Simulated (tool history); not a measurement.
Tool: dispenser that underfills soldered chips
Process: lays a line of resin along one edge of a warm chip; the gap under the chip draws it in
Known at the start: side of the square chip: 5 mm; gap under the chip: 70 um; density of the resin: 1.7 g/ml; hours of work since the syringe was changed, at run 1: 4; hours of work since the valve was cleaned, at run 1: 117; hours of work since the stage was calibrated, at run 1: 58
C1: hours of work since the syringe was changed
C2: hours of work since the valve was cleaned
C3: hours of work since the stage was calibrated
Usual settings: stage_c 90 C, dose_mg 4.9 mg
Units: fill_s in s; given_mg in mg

Run 1, hour 0: usual settings; C1 4; C2 117; C3 58. Result: fill_s 7.5 s, given_mg 4.41 mg.
At hour 2.5: new syringe of resin.
At hour 10.9: new syringe of resin.
Run 2, hour 13.1: usual settings; C1 1; C2 125; C3 66. Result: fill_s 6.1 s, given_mg 4.45 mg.
At hour 19.4: new syringe of resin.
At hour 20.4: dispensing valve cleaned and set on the balance.
Run 3, hour 25.9: usual settings but dose_mg 4.69 mg; C1 3; C2 3; C3 73. Result: fill_s 7 s, given_mg 4.69 mg.
At hour 29.4: new syringe of resin.
Run 4, hour 35.4: usual settings; C1 4; C2 9; C3 79. Result: fill_s 7.4 s, given_mg 4.88 mg.
At hour 37.9: new syringe of resin.
Run 5, hour 45.6: usual settings; C1 5; C2 16; C3 85. Result: fill_s 8 s, given_mg 4.85 mg.
At hour 47: new syringe of resin.
At hour 55.4: new syringe of resin.
Run 6, hour 58.6: usual settings; C1 2; C2 23; C3 93. Result: fill_s 6.3 s, given_mg 4.78 mg.
At hour 64.2: new syringe of resin.
Run 7, hour 71.7: usual settings; C1 5; C2 32; C3 101. Result: fill_s 7.8 s, given_mg 4.82 mg.
At hour 72.6: new syringe of resin.
At hour 81.2: new syringe of resin.
Run 8, hour 82.3: usual settings; C1 1; C2 38; C3 108. Result: fill_s 5.6 s, given_mg 4.75 mg.
At hour 90: new syringe of resin.
Run 9, hour 90.7: usual settings but stage_c 88 C, dose_mg 6.14 mg; C1 0; C2 43; C3 113. Result: fill_s 6 s, given_mg 5.92 mg.
At hour 98.6: new syringe of resin.
Run 10, hour 100.6: usual settings but stage_c 88 C, dose_mg 6.14 mg; C1 1; C2 49; C3 119. Result: fill_s 6.8 s, given_mg 5.91 mg.
At hour 108.1: new syringe of resin.
Run 11, hour 108.1: usual settings but dose_mg 5.91 mg; C1 0; C2 54; C3 123. Result: fill_s 5.5 s, given_mg 5.65 mg.
At hour 116.8: new syringe of resin.
Run 12, hour 121.5: usual settings but stage_c 92 C, dose_mg 5.55 mg; C1 3; C2 62; C3 132. Result: fill_s 6.3 s, given_mg 5.3 mg.
At hour 125.8: new syringe of resin.
At hour 134.1: new syringe of resin.
Run 13, hour 134.6: usual settings but stage_c 80 C, dose_mg 5.49 mg; C1 0; C2 70; C3 140. Result: fill_s 7.6 s, given_mg 5.18 mg.
At hour 143: new syringe of resin.
Run 14, hour 145.1: usual settings but stage_c 80 C, dose_mg 5.49 mg; C1 1; C2 76; C3 146. Result: fill_s 8.7 s, given_mg 5.16 mg.
At hour 152: new syringe of resin.
Run 15, hour 156.1: usual settings but stage_c 85 C, dose_mg 4.57 mg; C1 3; C2 83; C3 153. Result: fill_s 8 s, given_mg 4.29 mg.

The next listed run, before its measurement:
At hour 160.7: new syringe of resin.
Run 16, hour 168.4: usual settings but stage_c 85 C, dose_mg 4.57 mg; C1 5; C2 91; C3 160. Result: fill_s ?, given_mg ?.

Run 16 gave fill_s 9.8 s, given_mg 4.26 mg.
Without the tool's hidden state the same run would have given fill_s 6.4 s, given_mg 4.58 mg.
